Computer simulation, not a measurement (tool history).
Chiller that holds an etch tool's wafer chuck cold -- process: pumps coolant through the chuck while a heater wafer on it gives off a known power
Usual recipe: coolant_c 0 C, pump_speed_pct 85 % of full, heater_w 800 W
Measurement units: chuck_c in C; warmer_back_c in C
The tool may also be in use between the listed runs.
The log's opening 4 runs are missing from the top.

| run | day | coolant_c | pump_speed_pct | heater_w | chuck_c | warmer_back_c |
|---|---|---|---|---|---|---|
| 5 | 9.621 | 0 | 85 | 800 | 7.5 | 2.66 |
| 6 | 12.054 | 0 | 76 | 800 | 8.1 | 2.96 |
|  | 13.346 | coolant changed, channels flushed |
| 7 | 13.908 | 0 | 85 | 800 | 7.4 | 2.59 |
|  | 14.462 | chiller's thermometer calibrated |
| 8 | 15.446 | -5 | 85 | 800 | 2.5 | 2.61 |
| 9 | 17.717 | -5 | 85 | 800 | 2.5 | 2.65 |
| 10 | 19.208 | -5 | 85 | 800 | 2.6 | 2.64 |
| 11 | 21.404 | -5 | 85 | 800 | 2.5 | 2.58 |
| 12 | 23.442 | -5 | 85 | 800 | 2.4 | 2.61 |
| 13 | 24.883 | -5 | 88 | 800 | 2.5 | 2.53 |
| 14 | 26.721 | -5 | 64 | 800 | 3.8 | 3.48 |
| 15 | 28.504 | -5 | 64 | 800 | 3.6 | 3.49 |
| 16 | 30.625 | -5 | 64 | 800 | 3.9 | 3.43 |
| 17 | 32.775 | 0 | 96 | 669 | 5.9 | 1.87 |
| 18 | 35.075 | -9 | 95 | 669 | -3.0 | 1.92 |
| 19 | 37.012 | 0 | 87 | 669 | 6.2 | 2.11 |
| 20 | 39.596 | 0 | 73 | 800 | 8.3 | 2.99 |
| 21 | 42.467 | 8 | 85 | 870 | 16.2 | 2.77 |
| 22 | 44.033 | 1 | 92 | 1198 | 11.6 | 3.60 |
| 23 | 45.946 | 2 | 83 | 536 | 7.1 | 1.72 |
| 24 | 48.996 | 2 | 83 | 536 | 7.1 | 1.73 |
| 25 | 51.617 | 2 | 83 | 536 | 7.1 | 1.69 |
| 26 | 53.421 | 2 | 99 | 576 | 7.1 | 1.53 |

Expected results for the next run?
| 27 | 55.367 | -4 | 73 | 615 | ? | ? |

{"run 27": {"chuck_c": 2.5, "warmer_back_c": 2.21}}
Without the tool's hidden state the same run would have given chuck_c 2.4 C, warmer_back_c 2.32 C.
